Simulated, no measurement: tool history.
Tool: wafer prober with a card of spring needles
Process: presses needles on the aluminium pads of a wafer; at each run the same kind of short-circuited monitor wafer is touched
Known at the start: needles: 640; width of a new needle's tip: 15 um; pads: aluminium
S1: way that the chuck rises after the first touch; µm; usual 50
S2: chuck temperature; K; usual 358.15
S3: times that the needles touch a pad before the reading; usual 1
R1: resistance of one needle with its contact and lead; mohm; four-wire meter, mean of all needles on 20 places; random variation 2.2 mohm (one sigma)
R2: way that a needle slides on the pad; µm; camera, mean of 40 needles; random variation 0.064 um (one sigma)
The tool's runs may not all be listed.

| run | day | S1 | S2 | S3 | R1 | R2 |
|---|---|---|---|---|---|---|
| 1 | 0.000 | 50 | 358.15 | 1 | 277 | 12.05 |
|  | 0.229 | height of the first contact set anew |
| 2 | 0.704 | 50 | 358.15 | 1 | 361 | 11.87 |
|  | 0.825 | tips cleaned on abrasive film |
| 3 | 1.425 | 41 | 358.15 | 1 | 415 | 9.61 |
|  | 1.625 | tips cleaned on abrasive film |
| 4 | 2.254 | 41 | 358.15 | 1 | 408 | 9.64 |
|  | 2.483 | tips cleaned on abrasive film |
| 5 | 3.104 | 50 | 358.15 | 1 | 362 | 11.77 |
|  | 3.288 | tips cleaned on abrasive film |
|  | 4.108 | tips cleaned on abrasive film |
| 6 | 4.246 | 50 | 358.15 | 1 | 298 | 11.76 |
|  | 4.988 | tips cleaned on abrasive film |
| 7 | 5.258 | 50 | 358.15 | 1 | 318 | 11.70 |
|  | 5.808 | tips cleaned on abrasive film |
| 8 | 6.304 | 50 | 310.15 | 1 | 347 | 11.55 |
|  | 6.612 | tips cleaned on abrasive film |
|  | 7.442 | tips cleaned on abrasive film |
| 9 | 7.692 | 50 | 310.15 | 1 | 308 | 11.61 |
|  | 8.242 | tips cleaned on abrasive film |
| 10 | 8.858 | 50 | 310.15 | 1 | 367 | 11.69 |
|  | 9.075 | tips cleaned on abrasive film |
|  | 9.954 | tips cleaned on abrasive film |
|  | 10.233 | height of the first contact set anew, once more |
| 11 | 10.246 | 50 | 311.15 | 1 | 319 | 12.37 |
|  | 10.879 | tips cleaned on abrasive film |
| 12 | 11.533 | 32 | 358.15 | 1 | 508 | 7.85 |
|  | 11.771 | tips cleaned on abrasive film |
|  | 12.612 | tips cleaned on abrasive film |
| 13 | 12.612 | 36 | 358.15 | 1 | 289 | 8.84 |
| 14 | 13.308 | 36 | 357.15 | 1 | 465 | 8.82 |
|  | 13.412 | tips cleaned on abrasive film |
|  | 14.233 | tips cleaned on abrasive film |
| 15 | 14.796 | 36 | 357.15 | 1 | 447 | 8.82 |
|  | 15.146 | tips cleaned on abrasive film |
|  | 16.029 | tips cleaned on abrasive film |
| 16 | 16.412 | 49 | 350.15 | 3 | 282 | 11.85 |
|  | 16.925 | tips cleaned on abrasive film |
|  | 17.746 | tips cleaned on abrasive film |
| 17 | 17.800 | 53 | 369.15 | 1 | 271 | 12.93 |
|  | 18.546 | tips cleaned on abrasive film |
|  | 19.383 | tips cleaned on abrasive film |
| 18 | 19.467 | 32 | 334.15 | 1 | 336 | 7.66 |
|  | 20.225 | tips cleaned on abrasive film |
|  | 21.050 | tips cleaned on abrasive film |
| 19 | 21.050 | 50 | 309.15 | 2 | 247 | 12.04 |
|  | 21.921 | tips cleaned on abrasive film |
| 20 | 22.317 | 50 | 379.15 | 1 | 347 | 12.05 |
|  | 22.767 | tips cleaned on abrasive film |
| 21 | 23.321 | 50 | 379.15 | 1 | 366 | 11.99 |
|  | 23.567 | tips cleaned on abrasive film |
| 22 | 24.262 | 50 | 302.15 | 1 | 363 | 11.95 |
|  | 24.367 | tips cleaned on abrasive film |
|  | 25.154 | height of the first contact set anew |
|  | 25.312 | tips cleaned on abrasive film |
| 23 | 25.642 | 50 | 358.15 | 2 | 304 | 12.39 |
|  | 26.179 | tips cleaned on abrasive film |
| 24 | 26.458 | 50 | 358.15 | 2 | 295 | 12.40 |
|  | 26.971 | tips cleaned on abrasive film |
|  | 27.846 | tips cleaned on abrasive film |
| 25 | 27.846 | 65 | 320.15 | 2 | 242 | 15.97 |
|  | 28.725 | tips cleaned on abrasive film |
| 26 | 28.775 | 50 | 359.15 | 1 | 276 | 12.26 |
|  | 29.604 | tips cleaned on abrasive film |
| 27 | 29.692 | 50 | 359.15 | 2 | 271 | 12.16 |
|  | 30.462 | tips cleaned on abrasive film |
| 28 | 30.529 | 52 | 317.15 | 1 | 263 | 12.69 |
|  | 31.296 | tips cleaned on abrasive film |
| 29 | 31.492 | 36 | 315.15 | 1 | 357 | 8.72 |
|  | 32.208 | tips cleaned on abrasive film |
|  | 33.038 | tips cleaned on abrasive film |
| 30 | 33.158 | 68 | 372.15 | 1 | 277 | 16.60 |

Hidden state or all else? Some run-to-run changes of R1, split into what the settings, what came in and random variation would give without the hidden state, and what is left for the hidden state (with any gauge scatter that isn't in both results):
The hidden state here: debris on the tips, nm; way that the needles fall short of the set height, um; tips' diameter, um; drift of the gauge itself on contact_mohm, %; drift of the gauge itself on scrub_um, %.
Run 11 -> 12: S1 50 -> 32, S2 311.15 -> 358.15, tips cleaned on abrasive film. R1 +189 mohm: hidden state +161, all else +28.
Run 12 -> 13: S1 32 -> 36, tips cleaned on abrasive film, tips cleaned on abrasive film. R1 -219 mohm: hidden state -216, all else -3.
Run 13 -> 14: S2 358.15 -> 357.15. R1 +176 mohm: hidden state +180, all else -4.

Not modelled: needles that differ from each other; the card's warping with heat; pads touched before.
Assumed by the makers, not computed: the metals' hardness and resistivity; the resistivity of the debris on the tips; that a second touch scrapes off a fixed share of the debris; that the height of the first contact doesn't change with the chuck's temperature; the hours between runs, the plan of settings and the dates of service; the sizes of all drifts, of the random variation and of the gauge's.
